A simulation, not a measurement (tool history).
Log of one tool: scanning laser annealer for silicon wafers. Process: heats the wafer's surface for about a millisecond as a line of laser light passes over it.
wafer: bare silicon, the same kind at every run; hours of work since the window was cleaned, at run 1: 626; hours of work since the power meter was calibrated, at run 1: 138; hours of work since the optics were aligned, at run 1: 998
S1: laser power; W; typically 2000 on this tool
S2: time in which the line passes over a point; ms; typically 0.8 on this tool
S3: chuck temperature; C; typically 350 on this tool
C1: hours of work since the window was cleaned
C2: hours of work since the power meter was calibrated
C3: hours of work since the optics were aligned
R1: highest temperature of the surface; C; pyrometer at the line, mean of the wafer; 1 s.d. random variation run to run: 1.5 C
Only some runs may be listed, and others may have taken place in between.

run   hour    S1     S2   S3   C1   C2    C3    R1
  1      0  2000    0.8  350  626  138   998  1123
  2    9.8  2000    0.8  350  630  142  1002  1121
  3   20.8  2000    0.8  350  635  146  1006  1119
  4   29.2  2000    0.8  350  638  150  1010  1122
  5   40.2  2000    0.8  350  643  154  1014  1121
  6   45.5  2000    0.8  350  645  156  1016  1121
  7     51  2000    0.8  350  647  159  1019  1121
  8   57.2  2000    0.8  350  650  161  1021  1120
  9     63  2000    0.8  350  652  163  1024  1120
 10   75.1  2000    0.8  350  657  168  1029  1121
 11   87.2  2000    0.8  350  662  173  1034  1122
 12   97.3  2000    0.8  350  666  178  1038  1120
 13  108.3  2000    0.8  350  671  182  1042  1120
 14    115  1787    0.8  350  673  185  1045  1033
 15  123.6  1787    0.8  350  677  188  1048  1031
 16  130.1  1787    0.8  350  680  191  1051  1034
 17    139  1787    0.8  350  683  195  1055  1031
 18  149.8  2000    0.8  352  688  199  1059  1121
 19  159.5  1853    0.8  350  692  203  1063  1057
 20  167.8  1853    0.8  350  695  207  1067  1057
 21  174.7  2078    0.8  350  698  209  1069  1152
 22  181.7  2078    0.8  350  701  212  1072  1151
 23  191.2  2079  0.896  350  705  216  1076  1205
 24  198.2  1931  0.849  356  708  219  1079  1121
 25  208.7  1931  0.849  356  712  223  1083  1120
 26    220  1931  0.849  356  717  228  1088  1117
 27  230.7  1899  0.958  350  721  232  1092  1151
 28  240.8  1899  0.958  345  725  237  1097  1144
 29  250.7  1899  0.958  345  729  241  1101  1145
 30  256.7  1782    0.8  362  732  243  1103  1041
 31  263.1  1893   0.88  350  734  246  1106  1114
 32  269.7  2000  0.683  350  737  248  1109  1057
 33  276.7  1861  0.973  324  740  251  1111  1114
 34  284.9  2101  0.973  354  743  255  1115  1255
 35  293.3  2158  0.581  377  747  258  1118  1083
 36  300.7  1705  0.696  387  750  261  1121   989
 37  308.2  1705  0.696  387  753  264  1124   986
 38  317.1  1794  0.687  357  756  268  1128   985
 39  324.9  2000  0.952  355  760  271  1131  1197
 40  330.7  2000  0.952  355  762  273  1134  1199
 41  336.7  1969  0.952  355  764  276  1136  1186

For some of the steps in R1 from one run to the next: how much would appear even if the tool had no hidden state, given the settings, what came in and random variation, and how much remains for the hidden state plus any gauge scatter that the measured result and the result without hidden state don't share?
Hidden state present: light that passes the window, % of a clean one's; laser's true power over the reading, %; width of the line over the set one, %; drift of the gauge itself on peak_c, C.
Run 33 -> 34: S1 1861 -> 2101, S3 324 -> 354. R1 +141 C: hidden state -5, all else +146.
Run 34 -> 35: S1 2101 -> 2158, S2 0.973 -> 0.581, S3 354 -> 377. R1 -172 C: hidden state +8, all else -180.
Run 38 -> 39: S1 1794 -> 2000, S2 0.687 -> 0.952, S3 357 -> 355. R1 +212 C: hidden state -9, all else +221.

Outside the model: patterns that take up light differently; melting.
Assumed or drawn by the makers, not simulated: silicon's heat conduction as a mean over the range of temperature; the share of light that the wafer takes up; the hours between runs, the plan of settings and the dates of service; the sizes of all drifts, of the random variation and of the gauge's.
